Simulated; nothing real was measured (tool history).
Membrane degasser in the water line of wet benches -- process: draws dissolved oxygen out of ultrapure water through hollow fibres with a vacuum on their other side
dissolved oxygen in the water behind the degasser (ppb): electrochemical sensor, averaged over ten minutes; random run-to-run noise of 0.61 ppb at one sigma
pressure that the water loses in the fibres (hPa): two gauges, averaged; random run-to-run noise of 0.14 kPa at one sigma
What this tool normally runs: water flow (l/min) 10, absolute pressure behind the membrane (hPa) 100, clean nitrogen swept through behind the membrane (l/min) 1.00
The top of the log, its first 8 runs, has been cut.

run,hour,water flow (l/min),absolute pressure behind the membrane (hPa),clean nitrogen swept through behind the membrane (l/min),hours since the membrane was changed,hours since the vacuum gauge was calibrated,hours since the vacuum lines were made tight,dissolved oxygen in the water behind the degasser (ppb),pressure that the water loses in the fibres (hPa)
9,1064.2,10,83,1.00,3504,2557,1095,125.1,262.8
10,1220.3,8,100,1.00,3660,2713,1251,134.9,210.1
11,1337.8,8,100,1.00,3778,2831,1368,135.4,210.4
12,1469.4,8,100,1.00,3909,2962,1500,134.7,210.4
13,1548.8,8,100,1.00,3989,3042,1579,135.6,212.4
14,1654.9,8,100,1.00,4095,3148,1685,135.1,210.0
15,1821.9,8,100,1.00,4262,3315,1852,135.0,209.9
16,1907.1,13,100,1.00,4347,3400,1938,218.3,342.1
17,2030.2,13,100,1.00,4470,3523,2061,218.5,344.3
18,2123.1,11,89,1.02,4563,3616,2154,152.6,291.7
19,2197.9,9,191,1.00,4638,3691,2228,344.3,239.0
20,2275.7,9,191,1.00,4716,3768,2306,343.3,237.7
21,2350.9,9,191,1.00,4791,3844,2381,343.5,239.1
22,2475.1,7,246,0.67,4915,3968,2506,523.9,188.9
23,2618.7,10,100,0.83,5059,4112,2649,198.5,265.8
24,2751.7,16,100,1.76,5192,4244,2782,177.5,427.2
25,2841.7,16,100,1.76,5282,4335,2872,177.9,426.1
# hour 2910.1: vacuum gauge calibrated
26,2936.6,16,100,1.76,5376,26,2967,176.2,427.3
27,3076.0,16,100,1.50,5516,166,3106,199.9,429.7

Expected results for the next run?
28,3218.9,7,100,1.00,5658,309,3249,?,?

{"run 28": {"dissolved oxygen in the water behind the degasser (ppb)": 121.4, "pressure that the water loses in the fibres (hPa)": 189.3}}
Were there no unlogged condition in the tool, this run, its random variation unchanged, would have produced dissolved oxygen in the water behind the degasser (ppb) 114.2, pressure that the water loses in the fibres (hPa) 178.7.

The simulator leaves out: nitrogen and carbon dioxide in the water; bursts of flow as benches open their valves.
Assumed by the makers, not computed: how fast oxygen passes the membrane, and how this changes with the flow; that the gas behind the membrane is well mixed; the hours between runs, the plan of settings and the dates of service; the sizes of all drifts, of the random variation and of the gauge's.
